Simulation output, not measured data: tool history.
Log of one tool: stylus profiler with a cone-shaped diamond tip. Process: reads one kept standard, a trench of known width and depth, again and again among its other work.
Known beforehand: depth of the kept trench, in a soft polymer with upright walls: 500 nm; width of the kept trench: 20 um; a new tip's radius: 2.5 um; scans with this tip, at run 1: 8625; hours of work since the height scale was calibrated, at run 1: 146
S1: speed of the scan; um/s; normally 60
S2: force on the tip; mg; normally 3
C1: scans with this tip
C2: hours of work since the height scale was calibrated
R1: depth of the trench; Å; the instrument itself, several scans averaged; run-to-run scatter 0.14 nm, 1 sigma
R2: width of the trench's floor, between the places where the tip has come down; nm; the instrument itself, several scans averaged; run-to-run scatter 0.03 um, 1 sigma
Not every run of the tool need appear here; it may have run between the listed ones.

Run 1, day 0: usual settings; C1 8625; C2 146. Result: R1 5061.7 Å, R2 15770 nm.
Run 2, day 2.525: usual settings; C1 8825; C2 182. Result: R1 5060.9 Å, R2 15760 nm.
Run 3, day 6.025: usual settings but S2 1.72 mg; C1 9103; C2 232. Result: R1 5044.3 Å, R2 15690 nm.
Run 4, day 9.238: usual settings but S2 1.72 mg; C1 9357; C2 279. Result: R1 5045 Å, R2 15670 nm.
Run 5, day 10.888: usual settings but S2 1.58 mg; C1 9488; C2 302. Result: R1 5040 Å, R2 15650 nm.
Run 6, day 14.588: usual settings; C1 9781; C2 356. Result: R1 5062.7 Å, R2 15670 nm.
Run 7, day 17.562: usual settings; C1 10017; C2 399. Result: R1 5064.6 Å, R2 15660 nm.
Run 8, day 20.588: usual settings; C1 10256; C2 442. Result: R1 5063.5 Å, R2 15630 nm.
Run 9, day 24.267: usual settings but S1 36 um/s; C1 10548; C2 495. Result: R1 5064.1 Å, R2 15680 nm.
Run 10, day 27.429: usual settings but S1 36 um/s; C1 10798; C2 541. Result: R1 5066.7 Å, R2 15620 nm.
Run 11, day 30.808: usual settings but S1 182 um/s, S2 1.75 mg; C1 11066; C2 589. Result: R1 5048.8 Å, R2 15030 nm.
Run 12, day 33.625: usual settings but S1 105 um/s, S2 1.07 mg; C1 11289; C2 630. Result: R1 5036.7 Å, R2 15190 nm.
Run 13, day 37.108: usual settings but S1 105 um/s, S2 1.07 mg; C1 11565; C2 680. Result: R1 5037.9 Å, R2 15130 nm.
Run 14, day 40.579: usual settings but S1 105 um/s, S2 1.07 mg; C1 11840; C2 730. Result: R1 5040 Å, R2 15130 nm.
Run 15, day 43.021: usual settings but S1 105 um/s, S2 6.21 mg; C1 12033; C2 765. Result: R1 5105.7 Å, R2 15410 nm.
Run 16, day 45.167: usual settings but S1 105 um/s, S2 6.21 mg; C1 12204; C2 796. Result: R1 5106.2 Å, R2 15420 nm.
Run 17, day 46.992: usual settings but S1 105 um/s, S2 6.21 mg; C1 12348; C2 823. Result: R1 5108 Å, R2 15370 nm.
Run 18, day 50.767: usual settings but S1 105 um/s, S2 6.21 mg; C1 12647; C2 877. Result: R1 5108.5 Å, R2 15330 nm.
Run 19, day 54.058: usual settings but S1 33 um/s, S2 2.51 mg; C1 12908; C2 924. Result: R1 5064.9 Å, R2 15470 nm.

Pick out some run-to-run changes in R1. Of each, how much would a tool without hidden state show as well, from the settings, what came in and chance, and how much is left for the hidden state and any gauge scatter not in both results compared?
The tool's hidden condition here consists of: radius of the tip, um; height scale over the true one, %; drift of the gauge itself on depth_nm, %; drift of the gauge itself on floor_um, %.
Run 3 -> 4: no setting touched and nothing written in the log between the runs. R1 +0.7 Å: hidden state +0.7, all else +0.
Run 14 -> 15: S2 1.07 -> 6.21. R1 +65.7 Å: hidden state +0.5, all else +65.2.
